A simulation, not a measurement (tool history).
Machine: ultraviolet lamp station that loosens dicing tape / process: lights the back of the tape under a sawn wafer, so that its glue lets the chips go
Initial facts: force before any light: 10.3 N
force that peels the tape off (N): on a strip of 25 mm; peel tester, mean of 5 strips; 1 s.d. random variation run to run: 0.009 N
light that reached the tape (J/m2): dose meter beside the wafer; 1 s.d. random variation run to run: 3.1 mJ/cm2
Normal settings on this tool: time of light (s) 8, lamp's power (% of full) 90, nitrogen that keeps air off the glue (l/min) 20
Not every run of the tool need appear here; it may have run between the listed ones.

| run | hour | time of light (s) | lamp's power (% of full) | nitrogen that keeps air off the glue (l/min) | force that peels the tape off (N) | light that reached the tape (J/m2) |
|---|---|---|---|---|---|---|
| 1 | 0.0 | 8 | 90 | 20 | 0.526 | 4190 |
| 2 | 10.8 | 8 | 90 | 20 | 0.526 | 4220 |
| 3 | 17.8 | 8 | 98 | 20 | 0.428 | 4550 |
| 4 | 29.3 | 8 | 93 | 20 | 0.494 | 4270 |
| 5 | 38.6 | 8 | 90 | 32 | 0.354 | 4170 |
| 6 | 51.3 | 8 | 90 | 32 | 0.344 | 4070 |
| 7 | 62.1 | 8 | 85 | 20 | 0.678 | 3930 |
| 8 | 72.7 | 5 | 90 | 20 | 1.681 | 2550 |
| 9 | 80.3 | 5 | 90 | 6 | 3.330 | 2540 |
| 10 | 93.1 | 4 | 69 | 17 | 3.829 | 1570 |
| 11 | 104.0 | 4 | 69 | 17 | 3.702 | 1520 |
| 12 | 109.6 | 4 | 96 | 20 | 2.261 | 2160 |
| 13 | 119.2 | 4 | 68 | 10 | 4.616 | 1490 |
| 14 | 130.6 | 10 | 68 | 32 | 0.473 | 3710 |
| 15 | 138.8 | 9 | 92 | 28 | 0.307 | 4550 |

3 options for the next run, each taken on its own from the tool as it stands now. Forecast them:
| A | 149.7 | 11 | 92 | 28 | ? | ? |
| B | 149.7 | 5 | 88 | 17 | ? | ? |
| C | 149.7 | 13 | 63 | 28 | ? | ? |

| run | force that peels the tape off (N) | light that reached the tape (J/m2) |
|---|---|---|
| A | 0.164 | 5450 |
| B | 2.044 | 2390 |
| C | 0.308 | 4430 |
Without the tool's unlogged condition, the same runs would have read:
| run | force that peels the tape off (N) | light that reached the tape (J/m2) |
|---|---|---|
| A | 0.093 | 6640 |
| B | 1.446 | 2910 |
| C | 0.163 | 5410 |
